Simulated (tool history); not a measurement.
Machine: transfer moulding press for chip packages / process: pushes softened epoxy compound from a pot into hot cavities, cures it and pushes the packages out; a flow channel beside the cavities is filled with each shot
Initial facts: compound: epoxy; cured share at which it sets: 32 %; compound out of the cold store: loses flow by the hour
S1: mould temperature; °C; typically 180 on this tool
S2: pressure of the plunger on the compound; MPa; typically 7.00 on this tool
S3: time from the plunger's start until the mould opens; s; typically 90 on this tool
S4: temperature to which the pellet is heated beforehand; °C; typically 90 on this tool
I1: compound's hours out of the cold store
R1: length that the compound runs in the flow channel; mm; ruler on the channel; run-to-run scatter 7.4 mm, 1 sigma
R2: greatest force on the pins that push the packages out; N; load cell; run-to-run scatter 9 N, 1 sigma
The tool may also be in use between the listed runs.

Run 1, hour 0.0: usual settings; I1 21.9. Result: R1 886 mm, R2 473 N.
Run 2, hour 15.6: usual settings; I1 11.3. Result: R1 928 mm, R2 508 N.
Run 3, hour 26.2: usual settings; I1 16.0. Result: R1 907 mm, R2 531 N.
Run 4, hour 41.2: usual settings but S3 122 s; I1 29.5. Result: R1 834 mm, R2 500 N.
At hour 53.6: cavities cleaned with cleaning compound and waxed.
Run 5, hour 56.8: usual settings; I1 8.5. Result: R1 943 mm, R2 419 N.
At hour 61.1: plunger's sealing rings changed.
Run 6, hour 81.4: usual settings; I1 10.9. Result: R1 1022 mm, R2 484 N.
Run 7, hour 104.6: usual settings but S2 7.42 MPa; I1 39.7. Result: R1 873 mm, R2 512 N.
Run 8, hour 117.7: usual settings but S2 7.42 MPa; I1 45.4. Result: R1 855 mm, R2 523 N.
At hour 129.7: cavities cleaned with cleaning compound and waxed.
Run 9, hour 130.1: usual settings but S2 7.42 MPa; I1 8.8. Result: R1 1038 mm, R2 413 N.
Run 10, hour 145.7: usual settings but S2 7.42 MPa; I1 36.2. Result: R1 888 mm, R2 453 N.
Run 11, hour 164.0: usual settings but S1 183 °C, S2 7.42 MPa, S4 94 °C; I1 46.3. Result: R1 834 mm, R2 455 N.
Run 12, hour 178.5: usual settings but S1 181 °C, S2 8.30 MPa; I1 45.5. Result: R1 890 mm, R2 501 N.
At hour 181.5: mould's thermocouples calibrated.
Run 13, hour 197.3: usual settings but S2 8.30 MPa, S3 81 s; I1 29.1. Result: R1 985 mm, R2 603 N.
At hour 204.2: cavities cleaned with cleaning compound and waxed.
Run 14, hour 221.0: usual settings but S1 181 °C, S2 6.55 MPa, S3 85 s, S4 83 °C; I1 33.5. Result: R1 827 mm, R2 470 N.
Run 15, hour 242.4: usual settings but S1 181 °C, S2 7.87 MPa, S3 85 s, S4 83 °C; I1 35.6. Result: R1 897 mm, R2 522 N.
Run 16, hour 254.1: usual settings but S1 175 °C, S2 7.87 MPa, S3 85 s, S4 82 °C; I1 24.3. Result: R1 974 mm, R2 755 N.
Run 17, hour 265.9: usual settings but S1 188 °C, S2 8.17 MPa, S3 104 s, S4 100 °C; I1 32.7. Result: R1 924 mm, R2 486 N.
At hour 276.5: cavities cleaned with cleaning compound and waxed.
Run 18, hour 285.1: usual settings but S2 6.66 MPa; I1 22.0. Result: R1 892 mm, R2 445 N.
Run 19, hour 302.0: usual settings but S1 178 °C, S4 92 °C; I1 30.8. Result: R1 862 mm, R2 508 N.

How would selected steps in R1 from run to run divide? Give the signed amount a tool lacking its hidden state would still show from settings, what came in and random variation, and the signed amount left for the hidden state, including any gauge scatter that is not in both of the compared results.
The tool's hidden condition here consists of: true mould temperature over the reading, C; pressure that reaches the compound, % of what is set; grip of the stained cavities, % over clean ones'; drift of the gauge itself on flow_mm, %; drift of the gauge itself on push_out_n, %.
Run 5 -> 6: plunger's sealing rings changed. R1 +79 mm: hidden state +90, all else -11.
Run 8 -> 9: cavities cleaned with cleaning compound and waxed. R1 +183 mm: hidden state -5, all else +188.

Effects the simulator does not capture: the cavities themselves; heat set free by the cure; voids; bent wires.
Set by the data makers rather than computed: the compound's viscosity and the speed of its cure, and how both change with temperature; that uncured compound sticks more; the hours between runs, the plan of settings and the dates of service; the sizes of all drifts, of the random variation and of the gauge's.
